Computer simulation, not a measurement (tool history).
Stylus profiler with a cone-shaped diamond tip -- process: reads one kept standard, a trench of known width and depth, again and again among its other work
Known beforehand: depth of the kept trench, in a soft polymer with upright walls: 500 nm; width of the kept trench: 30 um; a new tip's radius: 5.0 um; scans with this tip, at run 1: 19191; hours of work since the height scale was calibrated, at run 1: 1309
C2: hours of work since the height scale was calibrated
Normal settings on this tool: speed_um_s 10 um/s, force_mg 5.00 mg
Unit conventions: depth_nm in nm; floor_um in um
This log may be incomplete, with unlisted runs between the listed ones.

{"run": 1, "hour": 0.0, "speed_um_s": 10, "force_mg": 5.0, "scans with this tip": 19191, "C2": 1309, "depth_nm": 503.15, "floor_um": 24.27}
{"run": 2, "hour": 73.3, "speed_um_s": 10, "force_mg": 5.0, "scans with this tip": 20046, "C2": 1367, "depth_nm": 503.35, "floor_um": 24.27}
{"run": 3, "hour": 164.0, "speed_um_s": 10, "force_mg": 13.48, "scans with this tip": 21104, "C2": 1439, "depth_nm": 507.66, "floor_um": 24.19}
{"hour": 182.6, "done": "new tip fitted, height scale calibrated"}
{"run": 4, "hour": 258.1, "speed_um_s": 10, "force_mg": 13.48, "scans with this tip": 880, "C2": 60, "depth_nm": 509.78, "floor_um": 25.56}
{"run": 5, "hour": 314.7, "speed_um_s": 10, "force_mg": 6.27, "scans with this tip": 1540, "C2": 105, "depth_nm": 505.73, "floor_um": 25.45}
{"run": 6, "hour": 421.6, "speed_um_s": 10, "force_mg": 6.27, "scans with this tip": 2788, "C2": 190, "depth_nm": 505.51, "floor_um": 25.41}
{"run": 7, "hour": 485.8, "speed_um_s": 3, "force_mg": 12.83, "scans with this tip": 3536, "C2": 241, "depth_nm": 509.38, "floor_um": 25.39}
{"run": 8, "hour": 590.1, "speed_um_s": 13, "force_mg": 4.04, "scans with this tip": 4753, "C2": 324, "depth_nm": 503.74, "floor_um": 25.19}
{"run": 9, "hour": 682.7, "speed_um_s": 4, "force_mg": 5.73, "scans with this tip": 5833, "C2": 398, "depth_nm": 504.75, "floor_um": 25.17}
{"run": 10, "hour": 787.7, "speed_um_s": 2, "force_mg": 9.69, "scans with this tip": 7057, "C2": 481, "depth_nm": 507.34, "floor_um": 25.13}
{"run": 11, "hour": 860.5, "speed_um_s": 8, "force_mg": 12.22, "scans with this tip": 7907, "C2": 539, "depth_nm": 508.2, "floor_um": 25.07}

Predict each of these 3 candidate next runs independently; none follows another, all start after run 11:
{"run": "A", "hour": 954.8, "speed_um_s": 17, "force_mg": 3.53, "scans with this tip": 9007, "C2": 614, "depth_nm": "?", "floor_um": "?"}
{"run": "B", "hour": 954.8, "speed_um_s": 3, "force_mg": 6.34, "scans with this tip": 9007, "C2": 614, "depth_nm": "?", "floor_um": "?"}
{"run": "C", "hour": 954.8, "speed_um_s": 2, "force_mg": 4.59, "scans with this tip": 9007, "C2": 614, "depth_nm": "?", "floor_um": "?"}

run=A depth_nm=503.28 floor_um=24.94
run=B depth_nm=505.09 floor_um=24.90
run=C depth_nm=503.68 floor_um=25.00
With no hidden state in the tool, these same runs would have given:
run=A depth_nm=504.30 floor_um=25.59
run=B depth_nm=506.11 floor_um=25.55
run=C depth_nm=504.69 floor_um=25.66
